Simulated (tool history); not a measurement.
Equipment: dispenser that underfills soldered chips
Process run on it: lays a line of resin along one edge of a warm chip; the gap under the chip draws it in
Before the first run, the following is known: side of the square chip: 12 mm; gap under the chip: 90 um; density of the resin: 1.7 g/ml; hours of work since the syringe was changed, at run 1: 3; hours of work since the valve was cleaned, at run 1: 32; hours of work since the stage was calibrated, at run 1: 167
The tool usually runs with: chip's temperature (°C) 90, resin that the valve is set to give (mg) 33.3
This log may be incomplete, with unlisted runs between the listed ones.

run	hour	chip's temperature (°C)	resin that the valve is set to give (mg)	hours of work since the syringe was changed	hours of work since the valve was cleaned	hours of work since the stage was calibrated	time until the resin shows at the far edge (s)	resin that the valve gave (mg)
1	0.0	90	33.3	3	32	167	45.6	33.11
# hour 6.7: new syringe of resin
2	6.7	90	33.3	0	36	171	39.6	32.99
3	14.9	90	33.3	5	41	176	51.2	32.87
# hour 17.9: new syringe of resin
4	19.0	90	33.3	1	44	178	42.3	32.74
5	25.1	90	33.3	5	48	182	50.6	32.73
# hour 29.4: new syringe of resin
6	29.9	90	33.3	0	50	185	40.1	32.50
7	34.9	90	33.3	4	54	189	47.9	32.68
8	38.8	95	33.3	6	56	191	46.4	32.45
# hour 40.4: new syringe of resin
9	45.1	95	33.3	3	60	195	40.8	32.93
10	49.6	95	33.3	6	63	198	47.6	32.37
# hour 51.6: new syringe of resin
11	53.7	95	33.3	1	65	200	37.9	32.31
12	60.1	90	33.3	5	70	204	52.7	32.71
# hour 62.5: new syringe of resin
13	67.7	90	33.3	3	74	209	48.3	32.58
14	72.0	90	32.8	6	77	212	54.4	31.71
# hour 73.6: new syringe of resin
15	78.1	90	32.8	3	81	216	45.6	31.68
# hour 85.1: new syringe of resin
16	85.4	90	32.8	0	85	220	41.4	31.77
17	90.3	90	33.3	3	89	223	47.4	32.48
18	94.8	90	33.3	6	91	226	55.0	32.07
# hour 96.2: new syringe of resin
19	98.5	102	38.4	1	94	228	31.4	37.26
20	104.6	90	33.3	5	98	232	53.6	32.33
# hour 106.4: dispensing valve cleaned and set on the balance
# hour 108.1: new syringe of resin
21	109.2	90	35.5	1	2	235	41.3	35.56
22	112.9	90	33.2	3	4	237	47.6	32.84

Run 23 has not been measured yet. What should we expect?
# hour 119.1: new syringe of resin
23	119.3	90	36.3	0	8	241	?	?

For run 23 the tool returned time until the resin shows at the far edge (s) 39.6, resin that the valve gave (mg) 36.37.
Had the tool carried no hidden state, the very same run would have given time until the resin shows at the far edge (s) 38.5, resin that the valve gave (mg) 36.53.
